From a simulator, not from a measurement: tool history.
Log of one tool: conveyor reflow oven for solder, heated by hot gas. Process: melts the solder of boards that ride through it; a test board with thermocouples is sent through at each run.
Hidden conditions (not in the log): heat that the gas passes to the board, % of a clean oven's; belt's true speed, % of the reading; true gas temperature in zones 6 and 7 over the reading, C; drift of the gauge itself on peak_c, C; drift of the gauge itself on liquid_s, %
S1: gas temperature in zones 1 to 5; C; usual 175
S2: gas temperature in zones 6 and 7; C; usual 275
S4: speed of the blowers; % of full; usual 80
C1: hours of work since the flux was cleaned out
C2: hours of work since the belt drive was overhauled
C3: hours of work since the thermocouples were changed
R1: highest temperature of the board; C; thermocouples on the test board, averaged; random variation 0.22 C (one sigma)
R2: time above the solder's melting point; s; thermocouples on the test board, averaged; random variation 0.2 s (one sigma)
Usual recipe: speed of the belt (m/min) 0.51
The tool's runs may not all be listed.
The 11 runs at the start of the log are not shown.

Run 12, hour 336: usual settings; C1 180; C2 243; C3 357. Result: R1 260.9 C, R2 78.3 s.
Run 13, hour 374.8: usual settings; C1 205; C2 268; C3 382. Result: R1 260.7 C, R2 78.3 s.
Run 14, hour 394.3: usual settings; C1 218; C2 281; C3 395. Result: R1 261 C, R2 77.8 s.
Run 15, hour 434.7: usual settings; C1 244; C2 307; C3 421. Result: R1 260.5 C, R2 78.1 s.
Run 16, hour 463.3: usual settings but S2 269 C, speed of the belt (m/min) 0.476, S4 72 % of full; C1 263; C2 325; C3 440. Result: R1 255.7 C, R2 79.9 s.
Run 17, hour 503.2: usual settings but speed of the belt (m/min) 0.429; C1 288; C2 351; C3 466. Result: R1 265.3 C, R2 97.8 s.
Run 18, hour 541.9: usual settings but S2 267 C, speed of the belt (m/min) 0.429; C1 314; C2 377; C3 491. Result: R1 257.9 C, R2 92.1 s.
Run 19, hour 572.7: usual settings but S1 176 C, S2 283 C, speed of the belt (m/min) 0.569, S4 73 % of full; C1 334; C2 397; C3 511. Result: R1 262 C, R2 70.1 s.
At hour 614.3: flux residue cleaned out of gas plates and filters.
Run 20, hour 616.4: usual settings but S1 164 C, speed of the belt (m/min) 0.537; C1 1; C2 422; C3 536. Result: R1 259.3 C, R2 69.2 s.
Run 21, hour 635.8: usual settings but S1 164 C, speed of the belt (m/min) 0.537; C1 14; C2 434; C3 549. Result: R1 259.3 C, R2 69.3 s.
Run 22, hour 667.6: usual settings but S1 164 C, speed of the belt (m/min) 0.537, S4 83 % of full; C1 35; C2 455; C3 570. Result: R1 259.7 C, R2 69.7 s.
Run 23, hour 696.4: usual settings but S2 269 C, S4 90 % of full; C1 53; C2 474; C3 588. Result: R1 258.5 C, R2 77.4 s.
Run 24, hour 728.1: usual settings but S2 269 C, S4 90 % of full; C1 74; C2 494; C3 609. Result: R1 258.5 C, R2 77.6 s.
Run 25, hour 757.3: usual settings but S1 187 C, S2 273 C, speed of the belt (m/min) 0.437, S4 72 % of full; C1 93; C2 513; C3 628. Result: R1 264.6 C, R2 101.7 s.
Run 26, hour 800.5: usual settings but S1 187 C, S2 273 C, speed of the belt (m/min) 0.486, S4 83 % of full; C1 121; C2 542; C3 656. Result: R1 263.8 C, R2 90.2 s.
Run 27, hour 819.1: usual settings but S1 182 C, S2 263 C; C1 133; C2 554; C3 668. Result: R1 252.5 C, R2 75.5 s.
Run 28, hour 840.9: usual settings but S1 182 C, S2 269 C, speed of the belt (m/min) 0.489; C1 147; C2 568; C3 682. Result: R1 258.8 C, R2 84 s.
Run 29, hour 863.7: usual settings but S1 182 C, S2 269 C, speed of the belt (m/min) 0.489; C1 162; C2 583; C3 697. Result: R1 258.7 C, R2 84.3 s.
Run 30, hour 887: usual settings but S1 170 C, S4 68 % of full; C1 177; C2 598; C3 712. Result: R1 258.6 C, R2 74.2 s.

Below are 3 alternative next runs, each starting from the tool's condition after run 30. Predict each:
Run A, hour 924.3: usual settings but S1 171 C; C1 202; C2 622; C3 737. Result: R1 ?, R2 ?.
Run B, hour 924.3: usual settings but S1 174 C, S2 285 C, S4 71 % of full; C1 202; C2 622; C3 737. Result: R1 ?, R2 ?.
Run C, hour 924.3: usual settings but S1 184 C, speed of the belt (m/min) 0.481, S4 66 % of full; C1 202; C2 622; C3 737. Result: R1 ?, R2 ?.

run     R1    R2
  A  261.1  77.5
  B  268.8  82.9
  C  261.9  88.6
Take away the tool's hidden state, keep each run's random variation, and the runs would have read:
run     R1    R2
  A  260.9  76.8
  B  268.6  82.1
  C  261.4  87.6
